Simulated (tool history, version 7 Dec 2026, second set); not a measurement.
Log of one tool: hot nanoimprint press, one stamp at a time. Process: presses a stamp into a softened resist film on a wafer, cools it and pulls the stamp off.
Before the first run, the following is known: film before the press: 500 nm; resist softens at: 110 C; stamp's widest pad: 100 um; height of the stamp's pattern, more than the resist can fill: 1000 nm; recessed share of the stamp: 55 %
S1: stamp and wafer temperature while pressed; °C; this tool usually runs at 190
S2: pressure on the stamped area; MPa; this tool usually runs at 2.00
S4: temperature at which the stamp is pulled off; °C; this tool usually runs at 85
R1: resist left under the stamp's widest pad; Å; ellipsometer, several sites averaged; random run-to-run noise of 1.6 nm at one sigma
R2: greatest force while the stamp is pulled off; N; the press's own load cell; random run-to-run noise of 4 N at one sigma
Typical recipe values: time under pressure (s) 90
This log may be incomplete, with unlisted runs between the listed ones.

run 1 hour=0.0 | S1=190 S2=2.00 time_under_pressure_(s)=90 S4=85 | R1=2774 R2=198
-- hour=45.3 plate thermocouple calibrated
run 2 hour=52.0 | S1=190 S2=2.00 time_under_pressure_(s)=90 S4=80 | R1=2784 R2=217
run 3 hour=99.7 | S1=190 S2=2.00 time_under_pressure_(s)=90 S4=80 | R1=2803 R2=225
run 4 hour=139.3 | S1=189 S2=2.00 time_under_pressure_(s)=90 S4=85 | R1=2878 R2=199
run 5 hour=187.7 | S1=189 S2=2.00 time_under_pressure_(s)=90 S4=85 | R1=2904 R2=193
run 6 hour=241.9 | S1=189 S2=2.00 time_under_pressure_(s)=90 S4=85 | R1=2906 R2=191
run 7 hour=273.4 | S1=189 S2=2.00 time_under_pressure_(s)=90 S4=85 | R1=2896 R2=201
run 8 hour=319.9 | S1=183 S2=2.00 time_under_pressure_(s)=90 S4=85 | R1=3638 R2=192
run 9 hour=354.7 | S1=193 S2=2.00 time_under_pressure_(s)=90 S4=85 | R1=2481 R2=207
-- hour=410.1 stamp cleaned and given a new release coat
run 10 hour=410.9 | S1=190 S2=2.00 time_under_pressure_(s)=90 S4=85 | R1=2791 R2=189
run 11 hour=436.4 | S1=190 S2=2.00 time_under_pressure_(s)=90 S4=87 | R1=2792 R2=191
run 12 hour=492.9 | S1=190 S2=2.00 time_under_pressure_(s)=90 S4=87 | R1=2766 R2=189
run 13 hour=545.0 | S1=190 S2=1.75 time_under_pressure_(s)=90 S4=85 | R1=2920 R2=196
run 14 hour=583.5 | S1=183 S2=2.00 time_under_pressure_(s)=90 S4=82 | R1=3618 R2=204
run 15 hour=612.3 | S1=183 S2=2.00 time_under_pressure_(s)=90 S4=82 | R1=3648 R2=197
run 16 hour=656.6 | S1=183 S2=2.00 time_under_pressure_(s)=90 S4=82 | R1=3688 R2=201
run 17 hour=695.7 | S1=187 S2=3.16 time_under_pressure_(s)=90 S4=85 | R1=2701 R2=192

Run 18 comes next. What will it give?
run 18 hour=746.4 | S1=187 S2=3.16 time_under_pressure_(s)=90 S4=85 | R1=? R2=?

Run 18 produced R1 2710 Å, R2 196 N.
With no hidden state in the tool, this same run would have given R1 2682 Å, R2 195 N.

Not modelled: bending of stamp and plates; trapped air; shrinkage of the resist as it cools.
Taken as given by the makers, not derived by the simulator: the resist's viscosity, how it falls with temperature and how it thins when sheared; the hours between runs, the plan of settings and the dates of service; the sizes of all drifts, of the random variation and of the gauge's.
